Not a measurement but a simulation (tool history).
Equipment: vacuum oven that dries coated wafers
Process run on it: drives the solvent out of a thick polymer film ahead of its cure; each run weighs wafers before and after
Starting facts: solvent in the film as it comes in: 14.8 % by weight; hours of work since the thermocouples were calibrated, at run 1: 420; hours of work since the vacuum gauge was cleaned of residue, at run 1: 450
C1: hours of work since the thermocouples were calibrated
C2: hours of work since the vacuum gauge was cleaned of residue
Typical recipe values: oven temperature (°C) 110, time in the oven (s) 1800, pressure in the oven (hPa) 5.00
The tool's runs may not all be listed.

run 1 hour=0.0 | oven_temperature_(°C)=110 time_in_the_oven_(s)=1800 pressure_in_the_oven_(hPa)=5.00 | C1=420 C2=450 | solvent_left_in_the_film_(%)=0.77
run 2 hour=19.6 | oven_temperature_(°C)=110 time_in_the_oven_(s)=2400 pressure_in_the_oven_(hPa)=5.00 | C1=433 C2=463 | solvent_left_in_the_film_(%)=0.47
run 3 hour=35.2 | oven_temperature_(°C)=110 time_in_the_oven_(s)=1800 pressure_in_the_oven_(hPa)=5.00 | C1=443 C2=473 | solvent_left_in_the_film_(%)=0.71
run 4 hour=49.2 | oven_temperature_(°C)=110 time_in_the_oven_(s)=1800 pressure_in_the_oven_(hPa)=5.00 | C1=452 C2=482 | solvent_left_in_the_film_(%)=0.73
run 5 hour=66.3 | oven_temperature_(°C)=110 time_in_the_oven_(s)=1860 pressure_in_the_oven_(hPa)=5.00 | C1=463 C2=493 | solvent_left_in_the_film_(%)=0.69
run 6 hour=86.1 | oven_temperature_(°C)=110 time_in_the_oven_(s)=1860 pressure_in_the_oven_(hPa)=5.00 | C1=476 C2=506 | solvent_left_in_the_film_(%)=0.67
run 7 hour=95.2 | oven_temperature_(°C)=110 time_in_the_oven_(s)=1800 pressure_in_the_oven_(hPa)=4.52 | C1=482 C2=512 | solvent_left_in_the_film_(%)=0.74
run 8 hour=114.2 | oven_temperature_(°C)=110 time_in_the_oven_(s)=1800 pressure_in_the_oven_(hPa)=7.31 | C1=494 C2=525 | solvent_left_in_the_film_(%)=0.89
run 9 hour=124.8 | oven_temperature_(°C)=110 time_in_the_oven_(s)=1800 pressure_in_the_oven_(hPa)=7.31 | C1=501 C2=532 | solvent_left_in_the_film_(%)=0.91
run 10 hour=136.7 | oven_temperature_(°C)=110 time_in_the_oven_(s)=2580 pressure_in_the_oven_(hPa)=7.31 | C1=509 C2=539 | solvent_left_in_the_film_(%)=0.55
run 11 hour=145.4 | oven_temperature_(°C)=110 time_in_the_oven_(s)=2580 pressure_in_the_oven_(hPa)=7.31 | C1=515 C2=545 | solvent_left_in_the_film_(%)=0.57
run 12 hour=161.0 | oven_temperature_(°C)=110 time_in_the_oven_(s)=2580 pressure_in_the_oven_(hPa)=9.36 | C1=525 C2=555 | solvent_left_in_the_film_(%)=0.63
run 13 hour=179.4 | oven_temperature_(°C)=119 time_in_the_oven_(s)=1800 pressure_in_the_oven_(hPa)=5.00 | C1=537 C2=567 | solvent_left_in_the_film_(%)=0.30
run 14 hour=191.3 | oven_temperature_(°C)=119 time_in_the_oven_(s)=1560 pressure_in_the_oven_(hPa)=5.00 | C1=545 C2=575 | solvent_left_in_the_film_(%)=0.45
run 15 hour=207.9 | oven_temperature_(°C)=119 time_in_the_oven_(s)=1560 pressure_in_the_oven_(hPa)=5.00 | C1=556 C2=586 | solvent_left_in_the_film_(%)=0.44
run 16 hour=222.1 | oven_temperature_(°C)=119 time_in_the_oven_(s)=1560 pressure_in_the_oven_(hPa)=5.00 | C1=565 C2=595 | solvent_left_in_the_film_(%)=0.38
run 17 hour=231.9 | oven_temperature_(°C)=119 time_in_the_oven_(s)=1560 pressure_in_the_oven_(hPa)=5.00 | C1=571 C2=602 | solvent_left_in_the_film_(%)=0.40
run 18 hour=247.0 | oven_temperature_(°C)=117 time_in_the_oven_(s)=1560 pressure_in_the_oven_(hPa)=5.00 | C1=581 C2=611 | solvent_left_in_the_film_(%)=0.50
run 19 hour=263.0 | oven_temperature_(°C)=117 time_in_the_oven_(s)=1560 pressure_in_the_oven_(hPa)=5.00 | C1=592 C2=622 | solvent_left_in_the_film_(%)=0.50
run 20 hour=273.9 | oven_temperature_(°C)=117 time_in_the_oven_(s)=1560 pressure_in_the_oven_(hPa)=5.00 | C1=599 C2=629 | solvent_left_in_the_film_(%)=0.53
run 21 hour=285.1 | oven_temperature_(°C)=117 time_in_the_oven_(s)=1560 pressure_in_the_oven_(hPa)=5.00 | C1=606 C2=636 | solvent_left_in_the_film_(%)=0.50
run 22 hour=300.0 | oven_temperature_(°C)=117 time_in_the_oven_(s)=1560 pressure_in_the_oven_(hPa)=5.00 | C1=616 C2=646 | solvent_left_in_the_film_(%)=0.51
run 23 hour=309.8 | oven_temperature_(°C)=117 time_in_the_oven_(s)=1560 pressure_in_the_oven_(hPa)=13.96 | C1=622 C2=653 | solvent_left_in_the_film_(%)=0.93
run 24 hour=321.7 | oven_temperature_(°C)=110 time_in_the_oven_(s)=1800 pressure_in_the_oven_(hPa)=5.00 | C1=630 C2=660 | solvent_left_in_the_film_(%)=0.79
run 25 hour=334.6 | oven_temperature_(°C)=110 time_in_the_oven_(s)=1800 pressure_in_the_oven_(hPa)=5.00 | C1=638 C2=669 | solvent_left_in_the_film_(%)=0.80
run 26 hour=351.0 | oven_temperature_(°C)=110 time_in_the_oven_(s)=1920 pressure_in_the_oven_(hPa)=8.60 | C1=649 C2=679 | solvent_left_in_the_film_(%)=0.87
run 27 hour=359.4 | oven_temperature_(°C)=101 time_in_the_oven_(s)=960 pressure_in_the_oven_(hPa)=6.86 | C1=655 C2=685 | solvent_left_in_the_film_(%)=4.17
run 28 hour=376.7 | oven_temperature_(°C)=101 time_in_the_oven_(s)=960 pressure_in_the_oven_(hPa)=4.55 | C1=666 C2=696 | solvent_left_in_the_film_(%)=4.08
run 29 hour=393.8 | oven_temperature_(°C)=101 time_in_the_oven_(s)=960 pressure_in_the_oven_(hPa)=4.55 | C1=677 C2=707 | solvent_left_in_the_film_(%)=4.07
run 30 hour=406.8 | oven_temperature_(°C)=116 time_in_the_oven_(s)=960 pressure_in_the_oven_(hPa)=11.10 | C1=686 C2=716 | solvent_left_in_the_film_(%)=1.76
run 31 hour=419.7 | oven_temperature_(°C)=113 time_in_the_oven_(s)=1440 pressure_in_the_oven_(hPa)=8.43 | C1=694 C2=724 | solvent_left_in_the_film_(%)=1.07
run 32 hour=433.1 | oven_temperature_(°C)=113 time_in_the_oven_(s)=1440 pressure_in_the_oven_(hPa)=8.43 | C1=703 C2=733 | solvent_left_in_the_film_(%)=1.04
run 33 hour=443.1 | oven_temperature_(°C)=110 time_in_the_oven_(s)=1800 pressure_in_the_oven_(hPa)=19.69 | C1=709 C2=740 | solvent_left_in_the_film_(%)=1.63
run 34 hour=457.0 | oven_temperature_(°C)=117 time_in_the_oven_(s)=2760 pressure_in_the_oven_(hPa)=16.08 | C1=718 C2=749 | solvent_left_in_the_film_(%)=0.76
run 35 hour=467.8 | oven_temperature_(°C)=110 time_in_the_oven_(s)=1800 pressure_in_the_oven_(hPa)=5.00 | C1=725 C2=756 | solvent_left_in_the_film_(%)=0.77
run 36 hour=479.2 | oven_temperature_(°C)=103 time_in_the_oven_(s)=1080 pressure_in_the_oven_(hPa)=5.00 | C1=733 C2=763 | solvent_left_in_the_film_(%)=3.18
run 37 hour=488.7 | oven_temperature_(°C)=116 time_in_the_oven_(s)=3000 pressure_in_the_oven_(hPa)=5.00 | C1=739 C2=769 | solvent_left_in_the_film_(%)=0.26
run 38 hour=498.4 | oven_temperature_(°C)=106 time_in_the_oven_(s)=3000 pressure_in_the_oven_(hPa)=5.00 | C1=745 C2=776 | solvent_left_in_the_film_(%)=0.47
run 39 hour=514.3 | oven_temperature_(°C)=116 time_in_the_oven_(s)=3000 pressure_in_the_oven_(hPa)=5.00 | C1=756 C2=786 | solvent_left_in_the_film_(%)=0.25
run 40 hour=532.7 | oven_temperature_(°C)=121 time_in_the_oven_(s)=1800 pressure_in_the_oven_(hPa)=5.00 | C1=768 C2=798 | solvent_left_in_the_film_(%)=0.30
run 41 hour=541.6 | oven_temperature_(°C)=113 time_in_the_oven_(s)=960 pressure_in_the_oven_(hPa)=5.16 | C1=774 C2=804 | solvent_left_in_the_film_(%)=1.94

Run 42, settings as shown, results not yet in. Your forecast:
run 42 hour=555.0 | oven_temperature_(°C)=105 time_in_the_oven_(s)=1980 pressure_in_the_oven_(hPa)=5.00 | C1=782 C2=813 | solvent_left_in_the_film_(%)=?

solvent left in the film (%): 1.05
With no hidden state in the tool, this same run would have given solvent left in the film (%) 1.05.
